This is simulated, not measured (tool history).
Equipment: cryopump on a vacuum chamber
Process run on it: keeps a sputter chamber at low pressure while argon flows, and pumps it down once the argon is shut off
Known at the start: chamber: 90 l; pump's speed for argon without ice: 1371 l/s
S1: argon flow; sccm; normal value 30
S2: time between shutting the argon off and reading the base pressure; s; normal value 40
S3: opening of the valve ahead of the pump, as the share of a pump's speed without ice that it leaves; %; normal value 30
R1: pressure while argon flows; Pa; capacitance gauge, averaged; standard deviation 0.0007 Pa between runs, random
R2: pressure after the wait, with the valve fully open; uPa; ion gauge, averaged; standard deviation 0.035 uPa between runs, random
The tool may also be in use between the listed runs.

run 1 hour=0.0 | S1=30 S2=40 S3=30 | R1=0.1281 R2=4.80
run 2 hour=10.5 | S1=30 S2=40 S3=30 | R1=0.1283 R2=4.76
run 3 hour=18.6 | S1=30 S2=40 S3=30 | R1=0.1281 R2=4.90
run 4 hour=36.7 | S1=30 S2=40 S3=30 | R1=0.1281 R2=4.85
run 5 hour=51.1 | S1=30 S2=261 S3=30 | R1=0.1284 R2=3.47
run 6 hour=64.7 | S1=30 S2=261 S3=30 | R1=0.1296 R2=3.46
run 7 hour=75.0 | S1=30 S2=261 S3=30 | R1=0.1299 R2=3.52
run 8 hour=95.0 | S1=29 S2=261 S3=30 | R1=0.1248 R2=3.47
run 9 hour=103.5 | S1=30 S2=40 S3=30 | R1=0.1284 R2=4.93
run 10 hour=122.7 | S1=30 S2=40 S3=30 | R1=0.1277 R2=5.02
run 11 hour=139.9 | S1=30 S2=40 S3=49 | R1=0.0818 R2=5.05
run 12 hour=147.9 | S1=18 S2=40 S3=21 | R1=0.1100 R2=5.08
run 13 hour=156.4 | S1=18 S2=40 S3=21 | R1=0.1090 R2=4.95
run 14 hour=174.6 | S1=28 S2=64 S3=34 | R1=0.1083 R2=4.39
run 15 hour=192.7 | S1=13 S2=225 S3=25 | R1=0.0662 R2=3.73
run 16 hour=202.9 | S1=30 S2=242 S3=17 | R1=0.2240 R2=3.81
run 17 hour=213.2 | S1=30 S2=242 S3=17 | R1=0.2261 R2=3.88
run 18 hour=229.3 | S1=58 S2=55 S3=39 | R1=0.1969 R2=4.68
run 19 hour=248.9 | S1=15 S2=23 S3=18 | R1=0.1059 R2=6.64
run 20 hour=263.2 | S1=15 S2=23 S3=18 | R1=0.1073 R2=6.55

Predict each of these 4 candidate next runs independently; none follows another, all start after run 20:
run A hour=273.5 | S1=15 S2=41 S3=40 | R1=? R2=?
run B hour=273.5 | S1=52 S2=28 S3=32 | R1=? R2=?
run C hour=273.5 | S1=30 S2=275 S3=15 | R1=? R2=?
run D hour=273.5 | S1=14 S2=23 S3=18 | R1=? R2=?

run=A R1=0.0497 R2=5.23
run=B R1=0.2135 R2=5.92
run=C R1=0.2544 R2=3.95
run=D R1=0.1004 R2=6.73
What these runs would have given with no unlogged condition in the tool:
run=A R1=0.0459 R2=1.87
run=B R1=0.2003 R2=2.60
run=C R1=0.2468 R2=0.52
run=D R1=0.0968 R2=3.26
